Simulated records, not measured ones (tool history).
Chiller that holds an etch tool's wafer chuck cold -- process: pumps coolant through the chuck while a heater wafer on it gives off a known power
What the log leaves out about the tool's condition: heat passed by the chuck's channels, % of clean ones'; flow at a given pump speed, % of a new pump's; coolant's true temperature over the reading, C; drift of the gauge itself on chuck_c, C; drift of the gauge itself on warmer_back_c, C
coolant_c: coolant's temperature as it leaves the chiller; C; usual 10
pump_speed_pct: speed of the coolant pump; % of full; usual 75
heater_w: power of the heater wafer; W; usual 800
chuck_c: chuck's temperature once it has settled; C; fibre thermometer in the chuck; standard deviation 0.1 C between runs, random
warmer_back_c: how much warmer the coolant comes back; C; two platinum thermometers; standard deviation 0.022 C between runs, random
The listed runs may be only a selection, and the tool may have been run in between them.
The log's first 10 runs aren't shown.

run	day	coolant_c	pump_speed_pct	heater_w	hours since the coolant was changed and the channels were flushed	hours since the pump was overhauled	hours since the chiller's thermometer was calibrated	chuck_c	warmer_back_c
11	23.767	10	75	593	2140	2230	220	18	3.02
12	26.354	10	75	593	2203	2292	282	18	3.05
13	28.796	10	75	800	2261	2351	341	20.9	4.15
14	31.367	10	75	800	2323	2413	403	20.9	4.13
# day 31.925: chiller's thermometer calibrated, once more
15	33.425	10	75	800	2371	2461	36	20.1	4.17
16	35.6	10	75	800	2423	2513	88	20	4.09
17	38.5	10	75	800	2493	2583	158	20.2	4.13
18	41.108	10	75	800	2556	2645	220	20.2	4.14
19	43.142	10	75	800	2604	2694	269	20.4	4.18
20	45.804	4	65	428	2668	2758	333	9.9	2.58
21	47.829	10	89	428	2717	2807	382	14.9	1.85
22	49.338	10	89	428	2753	2843	418	15.1	1.85
23	50.592	16	95	938	2783	2873	448	26.3	3.89
24	52.225	1	85	800	2822	2912	487	10.5	3.67
25	54.633	1	85	938	2880	2970	545	12.2	4.31
26	56.25	8	87	938	2919	3009	584	19.1	4.24
27	58.779	1	93	658	2980	3070	645	8.5	2.78
28	60.65	18	75	800	3025	3114	689	28.4	4.15
29	63.229	10	96	549	3087	3176	751	16	2.26
30	65.529	19	79	549	3142	3231	807	25.9	2.75
31	68.417	5	68	686	3211	3301	876	14.9	3.95

Forecast each of these 4 alternatives for the next run:
A	70.592	19	75	405	3263	3353	928	?	?
B	70.592	10	75	901	3263	3353	928	?	?
C	70.592	14	78	686	3263	3353	928	?	?
D	70.592	13	75	431	3263	3353	928	?	?

run	chuck_c	warmer_back_c
A	24.5	2.12
B	22	4.78
C	22.8	3.46
D	18.9	2.28
With the hidden condition removed and each run's random variation left untouched, the same runs would have given:
run	chuck_c	warmer_back_c
A	23.6	1.97
B	20.3	4.45
C	21.4	3.22
D	18	2.13
